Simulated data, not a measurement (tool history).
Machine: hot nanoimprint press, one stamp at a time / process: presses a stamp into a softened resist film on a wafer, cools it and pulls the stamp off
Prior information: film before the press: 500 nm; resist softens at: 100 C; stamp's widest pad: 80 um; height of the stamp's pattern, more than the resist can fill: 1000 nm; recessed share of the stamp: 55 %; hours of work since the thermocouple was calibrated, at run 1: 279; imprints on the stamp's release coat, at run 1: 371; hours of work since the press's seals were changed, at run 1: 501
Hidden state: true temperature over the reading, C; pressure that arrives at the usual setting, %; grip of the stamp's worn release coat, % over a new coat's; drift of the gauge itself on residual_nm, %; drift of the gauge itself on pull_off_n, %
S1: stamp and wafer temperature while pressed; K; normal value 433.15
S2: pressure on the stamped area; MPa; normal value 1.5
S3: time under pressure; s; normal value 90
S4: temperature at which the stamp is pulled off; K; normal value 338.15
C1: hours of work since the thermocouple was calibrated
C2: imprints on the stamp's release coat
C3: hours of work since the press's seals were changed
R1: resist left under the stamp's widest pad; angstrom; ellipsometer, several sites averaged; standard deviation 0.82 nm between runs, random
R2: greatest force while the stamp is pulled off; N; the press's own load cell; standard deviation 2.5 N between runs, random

Run 1, hour 0: usual settings; C1 279; C2 371; C3 501. Result: R1 2883 angstrom, R2 119 N.
At hour 5.1: plate thermocouple calibrated.
Run 2, hour 13.5: usual settings but S3 141 s; C1 6; C2 400; C3 509. Result: R1 2485 angstrom, R2 115 N.
Run 3, hour 30.6: usual settings but S3 141 s; C1 20; C2 446; C3 522. Result: R1 2486 angstrom, R2 114 N.
Run 4, hour 45.8: usual settings but S3 141 s; C1 31; C2 487; C3 534. Result: R1 2489 angstrom, R2 111 N.
Run 5, hour 67.3: usual settings but S1 432.15 K, S3 141 s; C1 48; C2 545; C3 550. Result: R1 2566 angstrom, R2 115 N.
Run 6, hour 78.8: usual settings but S4 346.15 K; C1 57; C2 577; C3 559. Result: R1 2878 angstrom, R2 90 N.
Run 7, hour 92.2: usual settings; C1 67; C2 613; C3 570. Result: R1 2880 angstrom, R2 116 N.
Run 8, hour 110: usual settings but S1 444.15 K, S2 1.31 MPa, S3 131 s, S4 329.15 K; C1 81; C2 661; C3 583. Result: R1 1881 angstrom, R2 140 N.
Run 9, hour 125.4: usual settings but S1 432.15 K, S2 1.4 MPa, S4 325.15 K; C1 92; C2 703; C3 595. Result: R1 3017 angstrom, R2 156 N.
Run 10, hour 142.2: usual settings but S1 432.15 K, S2 1.4 MPa, S4 325.15 K; C1 105; C2 748; C3 608. Result: R1 3030 angstrom, R2 158 N.
Run 11, hour 158.8: usual settings but S3 111 s; C1 118; C2 793; C3 621. Result: R1 2684 angstrom, R2 114 N.
Run 12, hour 183.1: usual settings but S1 443.15 K, S2 1.03 MPa, S3 111 s, S4 341.15 K; C1 137; C2 859; C3 639. Result: R1 2308 angstrom, R2 109 N.
Run 13, hour 198.4: usual settings but S1 443.15 K, S2 1.03 MPa, S3 111 s, S4 341.15 K; C1 148; C2 900; C3 651. Result: R1 2306 angstrom, R2 112 N.
Run 14, hour 217.3: usual settings but S1 443.15 K, S2 1.03 MPa, S3 111 s, S4 341.15 K; C1 163; C2 951; C3 666. Result: R1 2306 angstrom, R2 106 N.

Branching from run 14: 4 alternative next runs. What would each branch give?
Run A, hour 228.1: usual settings but S1 443.15 K, S2 1.03 MPa, S3 111 s, S4 329.15 K; C1 171; C2 981; C3 674. Result: R1 ?, R2 ?.
Run B, hour 228.1: usual settings but S1 443.15 K, S2 1.33 MPa, S3 154 s, S4 341.15 K; C1 171; C2 981; C3 674. Result: R1 ?, R2 ?.
Run C, hour 228.1: usual settings but S2 1.95 MPa; C1 171; C2 981; C3 674. Result: R1 ?, R2 ?.
Run D, hour 228.1: usual settings but S1 426.15 K, S2 1.03 MPa, S3 111 s; C1 171; C2 981; C3 674. Result: R1 ?, R2 ?.

run    R1   R2
  A  2305  139
  B  1807  103
  C  2575  113
  D  3721  119
Without the tool's hidden state the same runs would have given:
run    R1   R2
  A  2333  139
  B  1830  102
  C  2607  113
  D  3767  118
